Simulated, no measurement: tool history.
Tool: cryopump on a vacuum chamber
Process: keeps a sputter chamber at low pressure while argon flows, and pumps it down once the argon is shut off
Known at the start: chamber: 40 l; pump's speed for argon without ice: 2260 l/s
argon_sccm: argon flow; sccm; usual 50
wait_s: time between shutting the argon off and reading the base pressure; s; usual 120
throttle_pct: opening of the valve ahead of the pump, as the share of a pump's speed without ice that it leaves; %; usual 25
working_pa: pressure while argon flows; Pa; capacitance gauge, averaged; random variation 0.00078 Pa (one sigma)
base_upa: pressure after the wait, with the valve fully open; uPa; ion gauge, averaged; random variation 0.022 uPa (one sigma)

run    hour  argon_sccm  wait_s  throttle_pct  working_pa  base_upa
  1       0          50     120            25      0.1547      0.92
  2    63.8          50     120            48      0.0846      0.87
  3   144.9          50     120            48      0.0838      0.87
  4   256.4          50     120            48      0.0836      0.89
  5   356.4          50     120            48      0.0843      0.92
  6     448          50     120            48      0.0866      0.88
  7   531.5          50     120            48      0.0868      0.89
  8   622.2          30     120            25      0.0958      0.87
  9   671.3          50     120            25      0.1591      0.93
 10   780.6          50     120            23      0.1725      0.87
 11   877.6          50     120            23      0.1742      0.87
 12   970.9          50     120            44      0.0964      0.89
 13  1017.3          50     120            44      0.0963      0.92
 14  1118.8          50     120            44      0.0976      0.98
 15  1165.9          50     120            16      0.2475      1.01
 16  1251.4          49     120            25      0.1597      0.98
     1326.9  -- pump warmed up, emptied and cooled again
 17  1333.3          49     120            25       0.149      0.89
 18  1439.4          67      59            34      0.1507      1.42
 19    1550          99     290            20      0.3761      0.58
 20  1634.9          99     290            20      0.3773       0.6
 21  1735.1          50      70            28      0.1357      1.25
 22  1796.3          50      70            28      0.1375      1.21
 23  1906.5          90      45            36      0.1945      1.81
 24    1980          90      45            36      0.1954      1.71
 25  2057.9          40      37            21      0.1456      2.08
 26  2127.3          72      24            25      0.2223         3
 27  2185.5          50     120            45       0.089      0.97
 28  2300.2          42     217            45      0.0749      0.67
     2362.3  -- leaking fittings of the chamber tightened, without venting
 29  2374.9          42     217            45      0.0751      0.48
 30  2478.2          30     171            44       0.055      0.54
 31  2553.3          30     171            44      0.0555      0.57
 32  2665.6          30     171            44      0.0552      0.57
 33  2769.1          30     171            44      0.0562      0.55
 34  2833.2          25     285            17      0.1132      0.37

4 ways to go on from here, each from the tool as it stands after run 34. What would each give?
  A  2927          72      24            17           ?         ?
  B  2927          50      24            25           ?         ?
  C  2927          50     266            25           ?         ?
  D  2927          24     285            17           ?         ?

run  working_pa  base_upa
  A       0.329      2.74
  B      0.1586      2.76
  C      0.1593      0.44
  D       0.111       0.4
Without the tool's hidden state the same runs would have given:
run  working_pa  base_upa
  A      0.3152      2.69
  B       0.149      2.71
  C      0.1497      0.38
  D      0.1064      0.34

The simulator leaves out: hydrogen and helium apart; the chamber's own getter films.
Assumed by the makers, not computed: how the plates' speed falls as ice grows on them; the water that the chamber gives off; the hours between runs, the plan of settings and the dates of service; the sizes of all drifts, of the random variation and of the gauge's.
